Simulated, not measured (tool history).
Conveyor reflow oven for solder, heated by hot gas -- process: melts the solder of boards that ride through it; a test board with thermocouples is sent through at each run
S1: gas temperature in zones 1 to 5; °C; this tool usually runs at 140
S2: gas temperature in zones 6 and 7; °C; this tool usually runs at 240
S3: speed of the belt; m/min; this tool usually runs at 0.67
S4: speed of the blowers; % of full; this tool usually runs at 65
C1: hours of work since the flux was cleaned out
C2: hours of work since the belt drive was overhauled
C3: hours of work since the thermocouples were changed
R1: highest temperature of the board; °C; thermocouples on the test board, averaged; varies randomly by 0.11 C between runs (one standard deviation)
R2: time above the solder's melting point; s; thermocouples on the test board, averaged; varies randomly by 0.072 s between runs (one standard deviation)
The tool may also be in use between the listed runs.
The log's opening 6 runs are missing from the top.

run	day	S1	S2	S3	S4	C1	C2	C3	R1	R2
7	7.475	140	230	0.67	65	161	719	83	213.1	50.83
8	9.179	140	240	0.67	55	182	739	104	218.2	53.96
9	9.983	140	240	0.67	55	192	749	114	218.3	54.07
10	11.404	140	240	0.67	65	209	766	131	221.6	56.94
# day 11.9: flux residue cleaned out of gas plates and filters
11	13.083	140	240	0.67	65	14	784	149	221.7	57.04
12	14.471	140	240	0.67	65	31	801	166	221.6	56.93
13	15.308	140	240	0.67	70	41	811	176	223.1	57.98
14	17.038	140	240	0.67	65	62	832	197	221.5	56.89
15	18.283	140	240	0.67	90	77	847	212	227.5	60.97
16	19.542	140	240	0.67	90	92	862	227	227.5	61.07
17	20.888	151	240	0.67	90	109	878	243	228.8	65.16
18	22.608	138	251	0.638	65	130	899	264	232.5	65.64
19	23.988	138	232	0.638	61	146	916	281	214.9	54.15

Predict the results of run 20:
20	25.529	138	232	0.638	61	165	935	299	?	?

For run 20 the tool returned R1 214.9 °C, R2 54.19 s.
The same run, on a tool lacking any hidden state, would have yielded R1 214.9 °C, R2 54.2 s.
